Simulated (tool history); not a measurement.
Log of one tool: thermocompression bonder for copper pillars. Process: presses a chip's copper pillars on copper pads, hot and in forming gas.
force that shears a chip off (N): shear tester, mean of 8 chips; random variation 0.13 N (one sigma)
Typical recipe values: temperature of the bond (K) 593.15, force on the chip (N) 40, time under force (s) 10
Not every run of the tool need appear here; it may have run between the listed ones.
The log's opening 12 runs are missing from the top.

| run | hour | temperature of the bond (K) | force on the chip (N) | time under force (s) | force that shears a chip off (N) |
|---|---|---|---|---|---|
| 13 | 92.6 | 593.15 | 50 | 10 | 50.9 |
| 14 | 103.1 | 593.15 | 50 | 10 | 51.3 |
| 15 | 109.2 | 593.15 | 50 | 10 | 51.1 |
| 16 | 117.6 | 593.15 | 40 | 21 | 54.8 |
| 17 | 127.4 | 593.15 | 40 | 21 | 54.8 |
| 18 | 132.7 | 593.15 | 40 | 21 | 54.8 |
| 19 | 140.4 | 593.15 | 47 | 16 | 56.5 |
| 20 | 148.7 | 568.15 | 40 | 17 | 41.0 |
| 21 | 153.7 | 590.15 | 25 | 15 | 33.6 |
| 22 | 165.7 | 566.15 | 32 | 15 | 31.9 |
| 23 | 172.9 | 566.15 | 32 | 15 | 32.1 |
| 24 | 180.2 | 566.15 | 32 | 15 | 31.9 |
| 25 | 189.4 | 577.15 | 37 | 23 | 47.1 |
|  | 190.8 | gauge calibrated |
| 26 | 197.3 | 567.15 | 49 | 26 | 52.7 |
| 27 | 206.9 | 593.15 | 40 | 13 | 46.8 |
| 28 | 212.9 | 581.15 | 52 | 10 | 46.7 |
| 29 | 223.4 | 566.15 | 40 | 10 | 32.4 |
| 30 | 232.0 | 566.15 | 40 | 10 | 32.4 |
| 31 | 239.9 | 566.15 | 27 | 8 | 20.7 |

Predict the results of run 32:
| 32 | 249.7 | 570.15 | 40 | 9 | ? |

Run 32 measured force that shears a chip off (N) 32.7.
On a tool with no hidden condition, and with the same random variation, this run would have come out at force that shears a chip off (N) 32.4.

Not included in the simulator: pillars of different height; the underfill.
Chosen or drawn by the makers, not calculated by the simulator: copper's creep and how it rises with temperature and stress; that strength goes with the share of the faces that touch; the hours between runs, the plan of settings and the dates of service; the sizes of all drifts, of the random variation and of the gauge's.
